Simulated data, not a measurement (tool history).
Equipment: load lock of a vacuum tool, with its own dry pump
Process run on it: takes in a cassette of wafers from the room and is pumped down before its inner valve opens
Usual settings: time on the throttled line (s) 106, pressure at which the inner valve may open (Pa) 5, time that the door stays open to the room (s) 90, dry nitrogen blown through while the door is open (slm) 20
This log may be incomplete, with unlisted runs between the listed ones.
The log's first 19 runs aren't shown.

run    hour  time on the throttled line (s)  pressure at which the inner valve may open (Pa)  time that the door stays open to the room (s)  dry nitrogen blown through while the door is open (slm)  incoming humidity of the room's air, %  time from the closed door until the inner valve may open (s)  rise of the pressure with all valves shut (Pa/min)
 20  3625.5                             106                                                9                                             90                                                       20                                    45.4                                                         169.5                                               0.023
 21  3765.5                             157                                                5                                             90                                                       20                                    45.7                                                         216.0                                               0.021
 22  4050.4                             157                                                5                                             90                                                       20                                    43.9                                                         217.2                                               0.015
 23  4245.1                              71                                                9                                             33                                                        5                                    45.3                                                         138.3                                               0.023
 24  4533.5                             161                                                7                                            114                                                       20                                    43.5                                                         216.9                                               0.021
 25  4755.2                             106                                                5                                             44                                                       15                                    43.9                                                         172.1                                               0.019
 26  4912.1                             106                                                5                                             34                                                       20                                    47.3                                                         172.6                                               0.011
 27  5136.5                              78                                                5                                             34                                                        5                                    44.1                                                         148.7                                               0.023
 28  5340.3                              78                                                9                                             34                                                        5                                    45.0                                                         143.3                                               0.023
 29  5561.3                              78                                                9                                             36                                                        5                                    45.0                                                         141.3                                               0.022
 30  5796.9                              78                                                9                                            136                                                       33                                    46.3                                                         142.9                                               0.015
 31  6059.5                              55                                                5                                             90                                                       20                                    46.1                                                         127.9                                               0.022
 32  6280.5                              99                                                5                                            137                                                       20                                    43.9                                                         168.2                                               0.019
 33  6435.2                              79                                                9                                             90                                                       20                                    45.7                                                         144.0                                               0.023
 34  6568.9                              66                                                5                                             90                                                       20                                    44.2                                                         139.0                                               0.021
 35  6788.9                              62                                               10                                             55                                                       20                                    48.5                                                         127.0                                               0.019
 36  7070.4                              62                                               10                                             55                                                       33                                    42.4                                                         129.0                                               0.014
 37  7213.2                              62                                                4                                             46                                                       33                                    43.6                                                         135.8                                               0.015

Below are 4 alternative next runs, each starting from the tool's condition after run 37. Predict each:
  A  7396.0                             106                                                5                                             90                                                       20                                    43.3                                                             ?                                                   ?
  B  7396.0                             143                                                4                                             46                                                       27                                    44.7                                                             ?                                                   ?
  C  7396.0                             159                                                8                                             90                                                        5                                    40.5                                                             ?                                                   ?
  D  7396.0                              62                                                4                                            237                                                        6                                    44.1                                                             ?                                                   ?

run  time from the closed door until the inner valve may open (s)  rise of the pressure with all valves shut (Pa/min)
  A                                                         172.5                                               0.020
  B                                                         205.6                                               0.019
  C                                                         213.3                                               0.030
  D                                                         134.6                                               0.040
Without the tool's hidden state the same runs would have given:
run  time from the closed door until the inner valve may open (s)  rise of the pressure with all valves shut (Pa/min)
  A                                                         172.5                                               0.019
  B                                                         205.5                                               0.018
  C                                                         213.3                                               0.030
  D                                                         134.6                                               0.039
